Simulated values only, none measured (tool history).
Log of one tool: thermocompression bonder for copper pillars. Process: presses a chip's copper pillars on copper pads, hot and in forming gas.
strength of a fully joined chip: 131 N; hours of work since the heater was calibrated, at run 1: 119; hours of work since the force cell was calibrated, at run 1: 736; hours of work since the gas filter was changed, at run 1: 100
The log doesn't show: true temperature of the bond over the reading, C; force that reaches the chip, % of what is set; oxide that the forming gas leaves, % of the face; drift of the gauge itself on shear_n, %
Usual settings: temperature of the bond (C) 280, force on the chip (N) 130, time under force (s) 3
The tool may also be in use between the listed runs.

run,day,temperature of the bond (C),force on the chip (N),time under force (s),hours of work since the heater was calibrated,hours of work since the force cell was calibrated,hours of work since the gas filter was changed,force that shears a chip off (N)
1,0,280,130,3,119,736,100,69.3
2,0.175,280,130,3,121,738,102,70.3
3,0.429,280,130,3,124,741,105,70.8
4,0.625,280,130,3,126,743,108,71
5,0.85,280,130,3,129,746,110,69.1
6,1.025,280,80,3,131,748,112,43.1
7,1.342,256,130,3,135,752,116,51.1
8,1.496,256,130,3,137,754,118,52.4
9,1.692,256,130,3,139,756,120,50.9
10,1.933,280,130,3,142,759,123,70.6
11,2.167,280,130,3,144,761,126,69
12,2.421,280,130,3,147,764,129,69.2
13,2.642,280,130,3,150,767,131,67.9
14,2.938,274,85,2,153,770,135,34.9
15,3.233,283,100,2,157,774,138,46.7
16,3.479,283,100,2,160,777,141,47.6
17,3.758,283,100,2,163,780,144,47.1
# day 3.846: force cell calibrated
18,4.079,280,130,8,166,3,147,89
19,4.346,280,130,8,169,6,150,88
20,4.5,255,126,7,171,8,152,64.5
21,4.792,255,126,7,174,11,156,64
# day 4.862: forming gas filter changed
22,4.971,255,126,7,176,13,1,66
# day 5.238: force cell calibrated, once more
23,5.258,255,126,7,179,0,4,73.7
24,5.542,280,130,4,182,4,7,82.4
25,5.904,280,95,4,186,8,11,63.2
26,6.096,305,130,2,189,10,14,85.2

Forecast each of these 4 alternatives for the next run:
A,6.45,305,108,2,193,14,18,?
B,6.45,280,108,7,193,14,18,?
C,6.45,280,87,3,193,14,18,?
D,6.45,284,130,2,193,14,18,?

run,force that shears a chip off (N)
A,70.8
B,84.6
C,49.5
D,70
Without the tool's hidden state the same runs would have given:
run,force that shears a chip off (N)
A,70.1
B,83.9
C,48.8
D,69.3
